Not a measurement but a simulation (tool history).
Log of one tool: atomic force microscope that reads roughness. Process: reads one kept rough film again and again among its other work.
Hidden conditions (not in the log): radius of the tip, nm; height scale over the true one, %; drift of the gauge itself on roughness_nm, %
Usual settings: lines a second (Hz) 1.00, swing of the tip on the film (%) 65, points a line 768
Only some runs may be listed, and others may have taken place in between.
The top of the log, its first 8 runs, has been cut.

run,hour,lines a second (Hz),swing of the tip on the film (%),points a line,pictures with this tip,hours of work since the height scale was calibrated,roughness of the kept film (nm (root mean square))
9,122.8,1.73,70,291,150,701,2.551
10,138.4,1.73,70,291,182,712,2.488
11,153.1,2.55,65,768,213,722,2.451
# hour 170.6: new tip fitted
12,175.7,2.55,65,768,10,738,2.757
13,191.2,2.55,65,768,42,749,2.724
14,208.5,2.55,65,768,78,761,2.641
# hour 211.3: height scale calibrated on a step standard
15,227.0,1.00,62,768,114,11,2.743
16,247.0,1.00,62,768,155,25,2.681
# hour 266.7: height scale calibrated on a step standard, once more
17,270.4,1.00,62,768,201,3,2.691
18,288.1,2.94,72,261,237,15,2.273
# hour 293.1: new tip fitted
19,307.7,2.94,72,383,30,29,2.584
20,321.7,1.08,65,768,58,38,2.875
21,342.2,1.08,65,768,101,53,2.805
22,358.3,1.08,79,768,134,64,2.637
23,370.0,1.08,79,768,158,73,2.566
24,383.8,3.40,80,327,186,82,2.117
25,404.1,3.40,80,327,228,97,2.051
# hour 414.2: new tip fitted
26,421.2,0.62,73,327,14,108,2.943
27,433.9,0.62,73,327,40,117,2.925
28,444.3,3.08,88,768,62,125,2.094
29,466.1,3.23,60,684,106,140,2.665
30,477.2,0.76,56,768,129,148,2.822
31,494.5,0.76,56,768,165,160,2.790
32,509.5,0.76,57,422,196,171,2.707
33,520.9,0.76,57,422,219,179,2.689

Forecast each of these 4 alternatives for the next run:
# hour 534.6: new tip fitted
A,543.3,0.91,70,987,18,194,?
# hour 534.6: new tip fitted
B,543.3,0.59,62,393,18,194,?
# hour 534.6: new tip fitted
C,543.3,1.00,62,521,18,194,?
# hour 534.6: new tip fitted
D,543.3,1.91,65,921,18,194,?

run,roughness of the kept film (nm (root mean square))
A,2.905
B,3.000
C,2.963
D,2.846
Had the tool no hidden state, the same runs would have come out as:
run,roughness of the kept film (nm (root mean square))
A,2.957
B,3.053
C,3.016
D,2.897
